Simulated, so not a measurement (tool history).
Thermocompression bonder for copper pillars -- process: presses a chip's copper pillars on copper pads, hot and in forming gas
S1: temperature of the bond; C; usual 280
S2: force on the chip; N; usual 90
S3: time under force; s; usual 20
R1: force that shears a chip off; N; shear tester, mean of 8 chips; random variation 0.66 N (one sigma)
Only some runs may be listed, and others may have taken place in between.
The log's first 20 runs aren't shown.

run	hour	S1	S2	S3	R1
21	938.4	288	89	27	47.2
22	974.6	258	111	27	40.3
23	1023.7	280	66	48	47.4
24	1069.1	280	66	48	46.7
25	1105.0	251	54	20	21.4
26	1135.8	251	54	20	21.4
27	1179.9	251	54	20	21.3
28	1210.9	291	90	20	41.5
29	1267.2	257	90	31	36.1
# hour 1289.8: forming gas filter changed
30	1323.6	280	90	12	33.6
31	1369.9	280	67	17	32.6
32	1412.4	272	90	20	37.1
33	1439.7	272	90	20	36.7
34	1479.0	272	102	38	47.6
35	1539.0	271	61	34	36.1
36	1565.9	269	123	20	40.7
37	1600.0	295	117	12	41.1
38	1649.2	293	69	20	38.0

Branching from run 38: 3 alternative next runs. What would each branch give?
A	1711.3	275	69	20	?
B	1711.3	271	63	34	?
C	1711.3	260	90	22	?

run	R1
A	31.7
B	34.5
C	32.3
Without the tool's hidden state the same runs would have given:
run	R1
A	36.2
B	39.6
C	37.2

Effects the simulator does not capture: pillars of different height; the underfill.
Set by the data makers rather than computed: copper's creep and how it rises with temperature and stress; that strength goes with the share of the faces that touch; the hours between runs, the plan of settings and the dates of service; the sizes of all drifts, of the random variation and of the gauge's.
